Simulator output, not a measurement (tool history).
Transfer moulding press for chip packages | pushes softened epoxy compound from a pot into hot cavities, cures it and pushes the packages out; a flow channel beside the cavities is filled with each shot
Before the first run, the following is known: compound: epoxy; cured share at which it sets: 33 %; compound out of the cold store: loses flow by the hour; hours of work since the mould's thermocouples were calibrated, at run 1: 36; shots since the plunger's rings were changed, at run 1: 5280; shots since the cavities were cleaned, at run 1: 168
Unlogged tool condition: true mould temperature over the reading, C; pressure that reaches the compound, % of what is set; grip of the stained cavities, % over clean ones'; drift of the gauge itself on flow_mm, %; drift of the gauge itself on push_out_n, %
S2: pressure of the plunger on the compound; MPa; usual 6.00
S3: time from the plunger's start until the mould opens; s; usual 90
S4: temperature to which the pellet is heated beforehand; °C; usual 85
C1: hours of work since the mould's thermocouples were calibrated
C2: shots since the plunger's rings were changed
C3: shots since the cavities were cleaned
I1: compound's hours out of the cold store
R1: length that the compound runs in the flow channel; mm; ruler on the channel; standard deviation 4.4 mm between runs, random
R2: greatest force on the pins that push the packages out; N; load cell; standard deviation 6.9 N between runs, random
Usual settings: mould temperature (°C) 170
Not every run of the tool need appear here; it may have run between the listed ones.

Run 1, hour 0.0: usual settings; C1 36; C2 5280; C3 168; I1 15.7. Result: R1 549 mm, R2 385 N.
Run 2, hour 9.2: usual settings; C1 42; C2 5399; C3 287; I1 9.9. Result: R1 553 mm, R2 429 N.
Run 3, hour 17.5: usual settings; C1 48; C2 5509; C3 397; I1 31.5. Result: R1 497 mm, R2 468 N.
Run 4, hour 24.4: usual settings but S2 7.03 MPa; C1 52; C2 5598; C3 486; I1 19.0. Result: R1 576 mm, R2 500 N.
Run 5, hour 31.5: usual settings but S2 7.03 MPa; C1 57; C2 5691; C3 579; I1 18.9. Result: R1 571 mm, R2 531 N.
Run 6, hour 40.2: usual settings but S2 6.46 MPa; C1 63; C2 5804; C3 692; I1 8.8. Result: R1 582 mm, R2 575 N.
Run 7, hour 45.2: usual settings but S2 6.46 MPa; C1 67; C2 5869; C3 757; I1 10.5. Result: R1 571 mm, R2 569 N.
Run 8, hour 50.9: usual settings but S3 106 s; C1 71; C2 5943; C3 831; I1 11.9. Result: R1 538 mm, R2 501 N.
At hour 55.5: plunger's sealing rings changed.
At hour 60.8: cavities cleaned with cleaning compound and waxed.
Run 9, hour 62.0: usual settings but mould temperature (°C) 177, S3 106 s; C1 76; C2 65; C3 15; I1 19.9. Result: R1 572 mm, R2 250 N.
Run 10, hour 70.2: usual settings but mould temperature (°C) 173; C1 81; C2 172; C3 122; I1 41.0. Result: R1 514 mm, R2 310 N.
Run 11, hour 75.5: usual settings but mould temperature (°C) 167; C1 85; C2 241; C3 191; I1 10.6. Result: R1 623 mm, R2 470 N.
Run 12, hour 80.1: usual settings but S2 6.24 MPa; C1 88; C2 301; C3 251; I1 13.5. Result: R1 618 mm, R2 433 N.
Run 13, hour 87.5: usual settings but S2 6.24 MPa; C1 94; C2 398; C3 348; I1 33.2. Result: R1 554 mm, R2 442 N.
Run 14, hour 95.9: usual settings but S2 6.24 MPa; C1 99; C2 507; C3 457; I1 10.6. Result: R1 622 mm, R2 490 N.
Run 15, hour 104.7: usual settings but S2 6.24 MPa; C1 105; C2 623; C3 573; I1 35.8. Result: R1 545 mm, R2 519 N.
Run 16, hour 110.9: usual settings but mould temperature (°C) 176, S2 4.88 MPa, S3 92 s, S4 86 °C; C1 110; C2 703; C3 653; I1 10.5. Result: R1 537 mm, R2 467 N.
Run 17, hour 116.3: usual settings but mould temperature (°C) 176, S2 4.88 MPa, S3 115 s, S4 86 °C; C1 114; C2 774; C3 724; I1 33.3. Result: R1 475 mm, R2 441 N.
Run 18, hour 123.4: usual settings but mould temperature (°C) 176, S2 4.88 MPa, S3 115 s, S4 86 °C; C1 118; C2 866; C3 816; I1 15.3. Result: R1 528 mm, R2 467 N.
At hour 132.0: cavities cleaned with cleaning compound and waxed.
Run 19, hour 135.1: usual settings but mould temperature (°C) 176, S2 4.88 MPa, S3 115 s, S4 86 °C; C1 126; C2 999; C3 41; I1 32.5. Result: R1 467 mm, R2 257 N.
Run 20, hour 140.2: usual settings but mould temperature (°C) 167, S2 6.54 MPa, S3 74 s, S4 92 °C; C1 129; C2 1065; C3 107; I1 36.0. Result: R1 551 mm, R2 556 N.
Run 21, hour 150.8: usual settings but mould temperature (°C) 171, S2 7.23 MPa, S3 74 s, S4 92 °C; C1 136; C2 1204; C3 246; I1 45.2. Result: R1 549 mm, R2 481 N.
Run 22, hour 157.5: usual settings but mould temperature (°C) 171, S2 6.86 MPa, S3 74 s, S4 94 °C; C1 141; C2 1291; C3 333; I1 21.6. Result: R1 602 mm, R2 574 N.
Run 23, hour 163.4: usual settings but mould temperature (°C) 171, S2 5.70 MPa; C1 145; C2 1368; C3 410; I1 47.4. Result: R1 477 mm, R2 425 N.
Run 24, hour 168.7: usual settings but mould temperature (°C) 171, S2 5.70 MPa; C1 149; C2 1437; C3 479; I1 39.6. Result: R1 500 mm, R2 467 N.
Run 25, hour 178.5: usual settings but mould temperature (°C) 171, S2 5.70 MPa; C1 156; C2 1565; C3 607; I1 34.3. Result: R1 513 mm, R2 495 N.
Run 26, hour 187.3: usual settings but mould temperature (°C) 171, S2 5.70 MPa; C1 162; C2 1680; C3 722; I1 41.3. Result: R1 496 mm, R2 520 N.
Run 27, hour 194.5: usual settings but mould temperature (°C) 168, S2 4.79 MPa, S3 80 s, S4 91 °C; C1 167; C2 1774; C3 816; I1 29.5. Result: R1 481 mm, R2 760 N.
Run 28, hour 201.3: usual settings but mould temperature (°C) 168, S2 6.58 MPa, S3 121 s, S4 91 °C; C1 171; C2 1863; C3 905; I1 43.1. Result: R1 522 mm, R2 477 N.
At hour 203.5: cavities cleaned with cleaning compound and waxed.
Run 29, hour 210.1: usual settings but mould temperature (°C) 163, S2 5.06 MPa; C1 177; C2 1958; C3 86; I1 45.9. Result: R1 467 mm, R2 464 N.

4 options for the next run, each taken on its own from the tool as it stands now. Forecast them:
Run A, hour 214.6: usual settings but mould temperature (°C) 176, S2 5.06 MPa, S3 109 s, S4 86 °C; C1 180; C2 2017; C3 145; I1 20.4. Result: R1 ?, R2 ?.
Run B, hour 214.6: usual settings but S3 111 s; C1 180; C2 2017; C3 145; I1 22.4. Result: R1 ?, R2 ?.
Run C, hour 214.6: usual settings but mould temperature (°C) 163, S2 5.82 MPa, S3 100 s; C1 180; C2 2017; C3 145; I1 26.7. Result: R1 ?, R2 ?.
Run D, hour 214.6: usual settings but S3 105 s, S4 90 °C; C1 180; C2 2017; C3 145; I1 23.1. Result: R1 ?, R2 ?.

run   R1   R2
  A  503  300
  B  561  309
  C  544  442
  D  553  336
With the hidden condition removed and each run's random variation left untouched, the same runs would have given:
run   R1   R2
  A  520  229
  B  581  234
  C  563  326
  D  572  254

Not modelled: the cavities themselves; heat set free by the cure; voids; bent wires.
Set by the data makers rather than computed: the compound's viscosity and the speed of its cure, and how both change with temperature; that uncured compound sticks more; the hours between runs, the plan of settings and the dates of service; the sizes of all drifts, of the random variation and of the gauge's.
